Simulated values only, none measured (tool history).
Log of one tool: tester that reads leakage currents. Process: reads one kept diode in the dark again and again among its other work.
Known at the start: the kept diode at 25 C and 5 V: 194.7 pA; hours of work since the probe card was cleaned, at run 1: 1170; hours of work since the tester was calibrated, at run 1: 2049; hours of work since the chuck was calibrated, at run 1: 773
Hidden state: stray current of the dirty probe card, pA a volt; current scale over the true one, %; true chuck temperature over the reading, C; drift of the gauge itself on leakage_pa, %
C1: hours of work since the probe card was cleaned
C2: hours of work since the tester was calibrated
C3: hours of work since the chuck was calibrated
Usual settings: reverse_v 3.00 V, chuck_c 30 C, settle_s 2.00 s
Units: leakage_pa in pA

{"run": 1, "hour": 0.0, "reverse_v": 3.0, "chuck_c": 30, "settle_s": 2.0, "C1": 1170, "C2": 2049, "C3": 773, "leakage_pa": 242.33}
{"run": 2, "hour": 74.7, "reverse_v": 3.0, "chuck_c": 30, "settle_s": 2.0, "C1": 1230, "C2": 2109, "C3": 832, "leakage_pa": 243.36}
{"hour": 136.4, "done": "chuck's temperature calibrated"}
{"run": 3, "hour": 160.1, "reverse_v": 5.27, "chuck_c": 30, "settle_s": 2.0, "C1": 1296, "C2": 2176, "C3": 19, "leakage_pa": 300.11}
{"run": 4, "hour": 225.2, "reverse_v": 5.27, "chuck_c": 30, "settle_s": 2.0, "C1": 1348, "C2": 2228, "C3": 71, "leakage_pa": 302.53}
{"run": 5, "hour": 323.2, "reverse_v": 3.0, "chuck_c": 30, "settle_s": 2.0, "C1": 1427, "C2": 2306, "C3": 149, "leakage_pa": 220.36}
{"run": 6, "hour": 386.6, "reverse_v": 3.0, "chuck_c": 30, "settle_s": 2.0, "C1": 1477, "C2": 2357, "C3": 200, "leakage_pa": 221.92}
{"run": 7, "hour": 456.4, "reverse_v": 4.72, "chuck_c": 43, "settle_s": 0.42, "C1": 1533, "C2": 2413, "C3": 256, "leakage_pa": 755.05}
{"run": 8, "hour": 570.0, "reverse_v": 2.33, "chuck_c": 43, "settle_s": 0.42, "C1": 1624, "C2": 2503, "C3": 347, "leakage_pa": 503.51}
{"run": 9, "hour": 637.9, "reverse_v": 1.26, "chuck_c": 37, "settle_s": 0.92, "C1": 1678, "C2": 2558, "C3": 401, "leakage_pa": 230.84}
{"run": 10, "hour": 705.9, "reverse_v": 2.78, "chuck_c": 30, "settle_s": 8.18, "C1": 1733, "C2": 2612, "C3": 455, "leakage_pa": 221.87}
{"run": 11, "hour": 810.6, "reverse_v": 1.06, "chuck_c": 53, "settle_s": 0.82, "C1": 1816, "C2": 2696, "C3": 539, "leakage_pa": 642.6}
{"run": 12, "hour": 918.6, "reverse_v": 1.58, "chuck_c": 41, "settle_s": 0.99, "C1": 1903, "C2": 2782, "C3": 625, "leakage_pa": 362.03}

5 ways to go on from here, each from the tool as it stands after run 12. What would each give?
{"run": "A", "hour": 1002.6, "reverse_v": 16.56, "chuck_c": 29, "settle_s": 0.53, "C1": 1970, "C2": 2849, "C3": 693, "leakage_pa": "?"}
{"run": "B", "hour": 1002.6, "reverse_v": 1.81, "chuck_c": 55, "settle_s": 1.18, "C1": 1970, "C2": 2849, "C3": 693, "leakage_pa": "?"}
{"run": "C", "hour": 1002.6, "reverse_v": 15.13, "chuck_c": 26, "settle_s": 0.79, "C1": 1970, "C2": 2849, "C3": 693, "leakage_pa": "?"}
{"run": "D", "hour": 1002.6, "reverse_v": 19.48, "chuck_c": 41, "settle_s": 0.39, "C1": 1970, "C2": 2849, "C3": 693, "leakage_pa": "?"}
{"run": "E", "hour": 1002.6, "reverse_v": 1.1, "chuck_c": 30, "settle_s": 0.37, "C1": 1970, "C2": 2849, "C3": 693, "leakage_pa": "?"}

run=A leakage_pa=613.91
run=B leakage_pa=1024.12
run=C leakage_pa=467.99
run=D leakage_pa=1625.91
run=E leakage_pa=132.24
Without the tool's hidden state the same runs would have given:
run=A leakage_pa=539.61
run=B leakage_pa=927.32
run=C leakage_pa=409.09
run=D leakage_pa=1452.45
run=E leakage_pa=117.61

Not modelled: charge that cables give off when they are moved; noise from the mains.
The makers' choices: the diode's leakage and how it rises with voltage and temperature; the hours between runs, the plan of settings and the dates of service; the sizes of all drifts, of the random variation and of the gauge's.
